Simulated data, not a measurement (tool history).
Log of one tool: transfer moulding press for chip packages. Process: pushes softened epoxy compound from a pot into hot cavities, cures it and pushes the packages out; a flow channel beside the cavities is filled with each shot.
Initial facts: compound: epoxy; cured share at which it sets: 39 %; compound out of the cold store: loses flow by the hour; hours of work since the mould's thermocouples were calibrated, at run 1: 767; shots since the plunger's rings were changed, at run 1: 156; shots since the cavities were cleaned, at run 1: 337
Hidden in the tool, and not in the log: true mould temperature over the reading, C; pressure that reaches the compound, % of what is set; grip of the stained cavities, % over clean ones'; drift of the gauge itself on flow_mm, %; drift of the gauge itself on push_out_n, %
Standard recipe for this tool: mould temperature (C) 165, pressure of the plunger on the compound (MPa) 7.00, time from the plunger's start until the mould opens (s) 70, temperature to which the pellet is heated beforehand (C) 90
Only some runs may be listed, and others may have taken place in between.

run    hour  mould temperature (C)  pressure of the plunger on the compound (MPa)  time from the plunger's start until the mould opens (s)  temperature to which the pellet is heated beforehand (C)  hours of work since the mould's thermocouples were calibrated  shots since the plunger's rings were changed  shots since the cavities were cleaned  incoming compound's hours out of the cold store  length that the compound runs in the flow channel (mm)  greatest force on the pins that push the packages out (N)
  1     0.0                    165                                           7.00                                                       70                                                        90                                                            767                                           156                                    337                                             47.4                                                     463                                                        494
       26.6  -- cavities cleaned with cleaning compound and waxed
  2    52.7                    165                                           7.00                                                       70                                                        90                                                            798                                           999                                    430                                              9.4                                                     528                                                        560
       74.4  -- cavities cleaned with cleaning compound and waxed
  3   104.6                    165                                           7.00                                                       70                                                        90                                                            829                                          1828                                    496                                             36.3                                                     464                                                        523
      122.6  -- cavities cleaned with cleaning compound and waxed
  4   136.7                    158                                           7.00                                                       70                                                        90                                                            847                                          2333                                    233                                              9.4                                                     536                                                        882
      169.2  -- cavities cleaned with cleaning compound and waxed
  5   183.6                    158                                           7.00                                                       70                                                        90                                                            875                                          3080                                    236                                             19.9                                                     504                                                        876
      202.0  -- mould's thermocouples calibrated
      217.9  -- cavities cleaned with cleaning compound and waxed
  6   238.2                    158                                           7.00                                                       70                                                        90                                                             21                                          3921                                    333                                             31.5                                                     467                                                        739
      244.1  -- plunger's sealing rings changed
      269.1  -- cavities cleaned with cleaning compound and waxed
  7   290.3                    158                                           7.00                                                       70                                                        90                                                             51                                           735                                    348                                             43.1                                                     478                                                        738
      316.4  -- cavities cleaned with cleaning compound and waxed
  8   341.8                    158                                           7.00                                                       70                                                        90                                                             81                                          1559                                    418                                             39.6                                                     479                                                        829
      363.2  -- cavities cleaned with cleaning compound and waxed
  9   378.5                    166                                           7.00                                                       70                                                        90                                                            103                                          2139                                    252                                             22.7                                                     484                                                        459
      413.2  -- cavities cleaned with cleaning compound and waxed
 10   427.2                    166                                           7.00                                                       70                                                        90                                                            131                                          2916                                    230                                             31.3                                                     458                                                        427
 11   457.2                    166                                           7.00                                                       70                                                        90                                                            150                                          3409                                    723                                             12.8                                                     490                                                        530
      461.0  -- cavities cleaned with cleaning compound and waxed
      497.1  -- plunger's sealing rings changed
 12   498.7                    166                                           7.00                                                       70                                                        90                                                            173                                            26                                    579                                             20.6                                                     509                                                        495
      511.9  -- cavities cleaned with cleaning compound and waxed
 13   552.9                    166                                           7.00                                                       70                                                        90                                                            205                                           893                                    674                                             11.1                                                     522                                                        546
      562.3  -- cavities cleaned with cleaning compound and waxed
      608.8  -- cavities cleaned with cleaning compound and waxed
 14   608.8                    158                                           7.68                                                       74                                                        87                                                            237                                          1764                                      0                                             41.7                                                     496                                                        523
      657.2  -- cavities cleaned with cleaning compound and waxed
 15   657.6                    158                                           7.68                                                       74                                                        87                                                            266                                          2543                                      6                                             15.3                                                     547                                                        597
 16   700.5                    165                                           7.00                                                       61                                                        90                                                            292                                          3249                                    712                                             42.6                                                     442                                                        706
      707.4  -- cavities cleaned with cleaning compound and waxed
      751.5  -- plunger's sealing rings changed
      755.7  -- cavities cleaned with cleaning compound and waxed
 17   756.9                    167                                           7.00                                                       70                                                        82                                                            323                                            65                                     20                                             15.4                                                     523                                                        381
 18   793.7                    165                                           6.03                                                       96                                                        90                                                            346                                           671                                    626                                             21.2                                                     467                                                        402
      803.7  -- cavities cleaned with cleaning compound and waxed
      851.0  -- cavities cleaned with cleaning compound and waxed
 19   851.1                    165                                           6.03                                                       96                                                        90                                                            379                                          1566                                      0                                             29.8                                                     445                                                        304
      897.9  -- cavities cleaned with cleaning compound and waxed
 20   897.9                    165                                           7.00                                                       70                                                        92                                                            406                                          2312                                      0                                              9.1                                                     517                                                        434
 21   929.1                    165                                           6.51                                                       70                                                        82                                                            425                                          2826                                    514                                              9.2                                                     494                                                        576
      944.7  -- cavities cleaned with cleaning compound and waxed
 22   987.5                    164                                           7.88                                                       61                                                        81                                                            460                                          3763                                    705                                             28.0                                                     497                                                        840
      993.8  -- cavities cleaned with cleaning compound and waxed
     1004.9  -- plunger's sealing rings changed
     1042.8  -- cavities cleaned with cleaning compound and waxed
 23  1043.3                    164                                           7.88                                                       61                                                        81                                                            491                                           609                                     10                                              8.7                                                     574                                                        688
     1092.6  -- cavities cleaned with cleaning compound and waxed
 24  1093.2                    164                                           7.88                                                       61                                                        81                                                            520                                          1405                                     10                                             47.4                                                     478                                                        574
 25  1119.3                    165                                           7.00                                                       70                                                        90                                                            536                                          1835                                    440                                             35.1                                                     472                                                        498

Branching from run 25: 4 alternative next runs. What would each branch give?
     1140.3  -- cavities cleaned with cleaning compound and waxed
  A  1165.0                    158                                           6.33                                                       71                                                        90                                                            563                                          2562                                    407                                             26.5                                                       ?                                                          ?
     1140.3  -- cavities cleaned with cleaning compound and waxed
  B  1165.0                    161                                           7.00                                                       70                                                        90                                                            563                                          2562                                    407                                             15.6                                                       ?                                                          ?
     1140.3  -- cavities cleaned with cleaning compound and waxed
  C  1165.0                    165                                           6.41                                                       70                                                        92                                                            563                                          2562                                    407                                             40.0                                                       ?                                                          ?
     1140.3  -- cavities cleaned with cleaning compound and waxed
  D  1165.0                    165                                           5.87                                                       70                                                        90                                                            563                                          2562                                    407                                             37.4                                                       ?                                                          ?

run  length that the compound runs in the flow channel (mm)  greatest force on the pins that push the packages out (N)
  A                                                     472                                                        859
  B                                                     510                                                        721
  C                                                     435                                                        504
  D                                                     419                                                        522
The same runs, with their run-to-run variation unchanged, on a tool lacking any hidden condition would have given:
run  length that the compound runs in the flow channel (mm)  greatest force on the pins that push the packages out (N)
  A                                                     494                                                        626
  B                                                     534                                                        526
  C                                                     455                                                        377
  D                                                     439                                                        390

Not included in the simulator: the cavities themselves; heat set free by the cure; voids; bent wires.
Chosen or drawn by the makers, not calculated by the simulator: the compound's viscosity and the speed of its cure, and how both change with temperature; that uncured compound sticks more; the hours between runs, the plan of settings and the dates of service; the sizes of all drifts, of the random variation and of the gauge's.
